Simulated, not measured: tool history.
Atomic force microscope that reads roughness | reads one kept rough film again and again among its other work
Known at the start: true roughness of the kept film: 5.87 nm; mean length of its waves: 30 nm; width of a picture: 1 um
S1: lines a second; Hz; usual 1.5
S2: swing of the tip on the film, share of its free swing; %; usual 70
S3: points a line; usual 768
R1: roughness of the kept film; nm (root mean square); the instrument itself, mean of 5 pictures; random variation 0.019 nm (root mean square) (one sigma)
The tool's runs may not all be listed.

run     day    S1  S2   S3     R1
  1       0   1.5  70  768  4.529
  2   1.971   1.5  70  595  4.493
  3   3.429   1.5  70  595  4.497
  4     5.2   1.5  70  768  4.491
  5   6.621   1.5  71  768  4.488
  6   7.571   1.5  71  768  4.483
  7   8.579  2.37  71  768  4.438
  8   9.488  2.37  71  768  4.452
  9  11.258  2.37  71  768  4.422
 10  12.329   1.5  70  768  4.505
 11  14.042   1.5  70  768  4.526
 12  14.933   1.5  72  768  4.513
 13  15.971   1.5  81  768  4.379
 14  17.346  2.27  68  274  4.418
 15  18.396  3.68  63  493   4.41
 16  19.912  0.83  65  768   4.59
 17  21.346  0.83  65  768  4.598
 18  22.892  0.83  65  768  4.607
 19    24.5  0.83  65  768  4.585
 20  26.154  2.07  84  768  4.262
 21  27.283  1.15  81  594  4.435
 22  28.721  1.15  81  594  4.482
 23  30.317  1.15  81  594  4.424
 24   31.15  1.15  81  594  4.426
 25  32.792   1.5  70  465  4.488
 26  33.817  0.57  83  768  4.556

Not shown: 9 entries that the log had between the listed runs. Between which runs, and how does the tool's hidden state differ before and after?
Between runs 2 and 3: new tip fitted (day 2.117)
  radius of the tip, nm: 10.2 -> 10.1
  measured less the result without the state, R1: -0.021 -> -0.008 nm (root mean square)
Between runs 4 and 5: new tip fitted (day 5.783)
  radius of the tip, nm: 10.2 -> 10
  measured less the result without the state, R1: -0.017 -> -0.004 nm (root mean square)
Between runs 7 and 8: new tip fitted (day 9.45)
  radius of the tip, nm: 10.2 -> 10
  measured less the result without the state, R1: -0.016 -> -0.001 nm (root mean square)
Between runs 10 and 11: new tip fitted (day 13.092)
  radius of the tip, nm: 10.2 -> 10.1
  measured less the result without the state, R1: -0.018 -> -0.007 nm (root mean square)
Between runs 13 and 14: new tip fitted (day 16.767)
  radius of the tip, nm: 10.2 -> 10
  measured less the result without the state, R1: -0.017 -> -0.004 nm (root mean square)
Between runs 16 and 17: new tip fitted (day 20.421)
  radius of the tip, nm: 10.2 -> 10.1
  measured less the result without the state, R1: -0.02 -> -0.006 nm (root mean square)
Between runs 18 and 19: new tip fitted (day 24.092)
  radius of the tip, nm: 10.2 -> 10
  measured less the result without the state, R1: -0.015 -> -0.003 nm (root mean square)
Between runs 21 and 22: new tip fitted (day 27.771)
  radius of the tip, nm: 10.2 -> 10.1
  measured less the result without the state, R1: -0.02 -> -0.006 nm (root mean square)
Between runs 24 and 25: new tip fitted (day 31.442)
  radius of the tip, nm: 10.2 -> 10.1
  measured less the result without the state, R1: -0.02 -> -0.009 nm (root mean square)
